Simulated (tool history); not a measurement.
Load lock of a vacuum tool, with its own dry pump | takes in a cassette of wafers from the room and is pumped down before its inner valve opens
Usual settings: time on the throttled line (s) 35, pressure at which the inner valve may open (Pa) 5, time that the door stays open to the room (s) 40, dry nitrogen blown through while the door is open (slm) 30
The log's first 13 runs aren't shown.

run,hour,time on the throttled line (s),pressure at which the inner valve may open (Pa),time that the door stays open to the room (s),dry nitrogen blown through while the door is open (slm),hours that the pump has run since its overhaul,times that the door has closed on its seal,"incoming humidity of the room's air, %",time from the closed door until the inner valve may open (s),rise of the pressure with all valves shut (Pa/min)
14,2207,50,5,40,32,8572,6368,47.7,109.1,0.04
15,2414.4,35,5,40,30,8779,6789,46,97.5,0.036
16,2522.2,35,5,40,30,8887,7008,44.8,98.3,0.041
17,2726.7,35,5,40,30,9092,7424,42.5,99.4,0.036
18,2865.9,35,5,40,30,9231,7707,42.5,97.5,0.035
19,3015.4,35,5,40,30,9380,8011,45,98.5,0.037
20,3162,35,5,40,30,9527,8309,49.5,98.9,0.039
21,3333.6,20,5,40,30,9699,8657,45.6,88.4,0.041
22,3466.8,20,5,40,30,9832,8928,43,88.9,0.033
23,3578.5,35,5,57,31,9944,9155,45.2,100,0.045
24,3753.8,25,9,35,25,10119,9511,45.8,87.9,0.036
25,3953.8,25,9,35,25,10319,9918,47.5,87.3,0.044
26,4170.1,35,5,185,13,10535,10357,43.4,98.8,0.105
27,4370.3,34,6,40,27,10735,10764,47.6,98.2,0.039
28,4487.7,35,8,59,6,10853,11003,46.3,97.9,0.073
29,4599.3,32,5,76,30,10964,11230,45.3,99.8,0.05
30,4819.4,23,5,131,7,11184,11677,44.6,91.9,0.101
31,5019.9,50,5,59,33,11385,12084,46.7,111.7,0.05
32,5126.3,35,5,40,9,11491,12301,46.8,100,0.061
33,5238.5,35,5,40,9,11604,12529,46.4,100.3,0.059
34,5356,49,4,72,9,11721,12768,44.5,113.4,0.071
35,5500,49,4,72,9,11865,13060,45.8,113.1,0.07
36,5648.6,23,4,72,9,12014,13362,42.7,95,0.072
37,5849.4,23,4,72,9,12215,13770,47,95,0.075

4 ways to go on from here, each from the tool as it stands after run 37. What would each give?
A,6029,23,4,178,9,12394,14135,41.7,?,?
B,6029,23,8,89,5,12394,14135,46.7,?,?
C,6029,23,8,72,44,12394,14135,46.8,?,?
D,6029,35,8,40,6,12394,14135,45.6,?,?

run,time from the closed door until the inner valve may open (s),rise of the pressure with all valves shut (Pa/min)
A,95.3,0.102
B,89.5,0.096
C,88.6,0.052
D,97.4,0.064
Without the tool's hidden state the same runs would have given:
run,time from the closed door until the inner valve may open (s),rise of the pressure with all valves shut (Pa/min)
A,85.3,0.087
B,80.4,0.081
C,79.7,0.036
D,88.7,0.049
